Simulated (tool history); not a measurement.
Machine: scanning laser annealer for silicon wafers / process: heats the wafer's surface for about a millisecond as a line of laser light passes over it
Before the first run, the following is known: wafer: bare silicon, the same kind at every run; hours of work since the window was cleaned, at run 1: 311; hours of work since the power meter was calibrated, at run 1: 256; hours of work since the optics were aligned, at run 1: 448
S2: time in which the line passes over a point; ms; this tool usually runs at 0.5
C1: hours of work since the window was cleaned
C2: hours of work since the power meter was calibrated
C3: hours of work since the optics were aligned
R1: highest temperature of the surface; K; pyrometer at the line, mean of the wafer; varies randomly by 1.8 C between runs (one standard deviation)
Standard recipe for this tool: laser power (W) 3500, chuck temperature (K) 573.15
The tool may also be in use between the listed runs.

{"run": 1, "hour": 0.0, "laser power (W)": 3500, "S2": 0.5, "chuck temperature (K)": 573.15, "C1": 311, "C2": 256, "C3": 448, "R1": 1241.15}
{"hour": 17.8, "done": "window over the wafer cleaned"}
{"run": 2, "hour": 24.1, "laser power (W)": 3500, "S2": 0.5, "chuck temperature (K)": 573.15, "C1": 3, "C2": 266, "C3": 458, "R1": 1285.15}
{"run": 3, "hour": 42.5, "laser power (W)": 3500, "S2": 0.5, "chuck temperature (K)": 573.15, "C1": 11, "C2": 274, "C3": 466, "R1": 1282.15}
{"run": 4, "hour": 59.7, "laser power (W)": 3500, "S2": 0.449, "chuck temperature (K)": 573.15, "C1": 18, "C2": 282, "C3": 473, "R1": 1242.15}
{"run": 5, "hour": 80.9, "laser power (W)": 3500, "S2": 0.449, "chuck temperature (K)": 573.15, "C1": 28, "C2": 291, "C3": 482, "R1": 1237.15}
{"run": 6, "hour": 93.5, "laser power (W)": 3500, "S2": 0.449, "chuck temperature (K)": 573.15, "C1": 33, "C2": 296, "C3": 488, "R1": 1235.15}
{"run": 7, "hour": 104.5, "laser power (W)": 3500, "S2": 0.525, "chuck temperature (K)": 573.15, "C1": 38, "C2": 301, "C3": 493, "R1": 1296.15}
{"run": 8, "hour": 114.5, "laser power (W)": 3500, "S2": 0.525, "chuck temperature (K)": 573.15, "C1": 42, "C2": 306, "C3": 497, "R1": 1294.15}
{"run": 9, "hour": 127.1, "laser power (W)": 3500, "S2": 0.612, "chuck temperature (K)": 573.15, "C1": 48, "C2": 311, "C3": 503, "R1": 1359.15}
{"run": 10, "hour": 148.6, "laser power (W)": 3500, "S2": 0.5, "chuck temperature (K)": 573.15, "C1": 57, "C2": 320, "C3": 512, "R1": 1274.15}
{"run": 11, "hour": 166.1, "laser power (W)": 3500, "S2": 0.5, "chuck temperature (K)": 573.15, "C1": 65, "C2": 328, "C3": 520, "R1": 1276.15}
{"run": 12, "hour": 185.3, "laser power (W)": 3500, "S2": 0.5, "chuck temperature (K)": 573.15, "C1": 73, "C2": 337, "C3": 528, "R1": 1269.15}
{"run": 13, "hour": 204.1, "laser power (W)": 3500, "S2": 0.5, "chuck temperature (K)": 573.15, "C1": 82, "C2": 345, "C3": 536, "R1": 1270.15}
{"run": 14, "hour": 224.7, "laser power (W)": 3407, "S2": 0.5, "chuck temperature (K)": 573.15, "C1": 91, "C2": 354, "C3": 545, "R1": 1246.15}
{"run": 15, "hour": 237.7, "laser power (W)": 3407, "S2": 0.5, "chuck temperature (K)": 573.15, "C1": 96, "C2": 359, "C3": 551, "R1": 1243.15}
{"run": 16, "hour": 255.7, "laser power (W)": 3407, "S2": 0.5, "chuck temperature (K)": 573.15, "C1": 104, "C2": 367, "C3": 559, "R1": 1243.15}
{"run": 17, "hour": 270.1, "laser power (W)": 3407, "S2": 0.359, "chuck temperature (K)": 593.15, "C1": 111, "C2": 374, "C3": 565, "R1": 1147.15}
{"run": 18, "hour": 290.9, "laser power (W)": 3383, "S2": 0.5, "chuck temperature (K)": 547.15, "C1": 120, "C2": 383, "C3": 574, "R1": 1209.15}
{"run": 19, "hour": 308.7, "laser power (W)": 3772, "S2": 0.392, "chuck temperature (K)": 573.15, "C1": 127, "C2": 391, "C3": 582, "R1": 1236.15}
{"run": 20, "hour": 331.1, "laser power (W)": 3355, "S2": 0.399, "chuck temperature (K)": 536.15, "C1": 137, "C2": 400, "C3": 592, "R1": 1108.15}
{"hour": 335.4, "done": "laser's power meter calibrated"}
{"run": 21, "hour": 345.9, "laser power (W)": 3355, "S2": 0.399, "chuck temperature (K)": 536.15, "C1": 142, "C2": 5, "C3": 597, "R1": 1110.15}
{"run": 22, "hour": 368.2, "laser power (W)": 3314, "S2": 0.461, "chuck temperature (K)": 536.15, "C1": 152, "C2": 14, "C3": 607, "R1": 1147.15}
{"run": 23, "hour": 380.2, "laser power (W)": 3340, "S2": 0.383, "chuck temperature (K)": 575.15, "C1": 157, "C2": 20, "C3": 612, "R1": 1129.15}
{"run": 24, "hour": 393.8, "laser power (W)": 3264, "S2": 0.498, "chuck temperature (K)": 593.15, "C1": 163, "C2": 26, "C3": 618, "R1": 1219.15}
{"run": 25, "hour": 411.5, "laser power (W)": 3264, "S2": 0.498, "chuck temperature (K)": 593.15, "C1": 171, "C2": 33, "C3": 626, "R1": 1216.15}
{"run": 26, "hour": 421.6, "laser power (W)": 3264, "S2": 0.498, "chuck temperature (K)": 593.15, "C1": 176, "C2": 38, "C3": 630, "R1": 1214.15}
{"run": 27, "hour": 434.8, "laser power (W)": 3134, "S2": 0.533, "chuck temperature (K)": 575.15, "C1": 181, "C2": 44, "C3": 636, "R1": 1192.15}
{"run": 28, "hour": 449.2, "laser power (W)": 3628, "S2": 0.411, "chuck temperature (K)": 554.15, "C1": 188, "C2": 50, "C3": 642, "R1": 1191.15}
{"run": 29, "hour": 460.0, "laser power (W)": 3266, "S2": 0.469, "chuck temperature (K)": 596.15, "C1": 192, "C2": 55, "C3": 647, "R1": 1196.15}
{"hour": 467.2, "done": "laser's power meter calibrated, once more"}
{"run": 30, "hour": 481.3, "laser power (W)": 3453, "S2": 0.399, "chuck temperature (K)": 562.15, "C1": 200, "C2": 6, "C3": 655, "R1": 1148.15}
{"run": 31, "hour": 496.1, "laser power (W)": 3500, "S2": 0.424, "chuck temperature (K)": 608.15, "C1": 207, "C2": 13, "C3": 662, "R1": 1223.15}

For some of the steps in R1 from one run to the next: how much would appear even if the tool had no hidden state, given the settings, what came in and random variation, and how much remains for the hidden state plus any gauge scatter that the measured result and the result without hidden state don't share?
Unlogged tool condition in this case: light that passes the window, % of a clean one's; laser's true power over the reading, %; width of the line over the set one, %; drift of the gauge itself on peak_c, C.
Run 1 -> 2: window over the wafer cleaned. R1 +44 K: hidden state +43, all else +1.
Run 16 -> 17: S2 0.5 -> 0.359, chuck temperature (K) 573.15 -> 593.15. R1 -96 K: hidden state +4, all else -100.
Run 17 -> 18: laser power (W) 3407 -> 3383, S2 0.359 -> 0.5, chuck temperature (K) 593.15 -> 547.15. R1 +62 K: hidden state -6, all else +68.
Run 19 -> 20: laser power (W) 3772 -> 3355, S2 0.392 -> 0.399, chuck temperature (K) 573.15 -> 536.15. R1 -128 K: hidden state +3, all else -131.
Run 23 -> 24: laser power (W) 3340 -> 3264, S2 0.383 -> 0.498, chuck temperature (K) 575.15 -> 593.15. R1 +90 K: hidden state -5, all else +95.
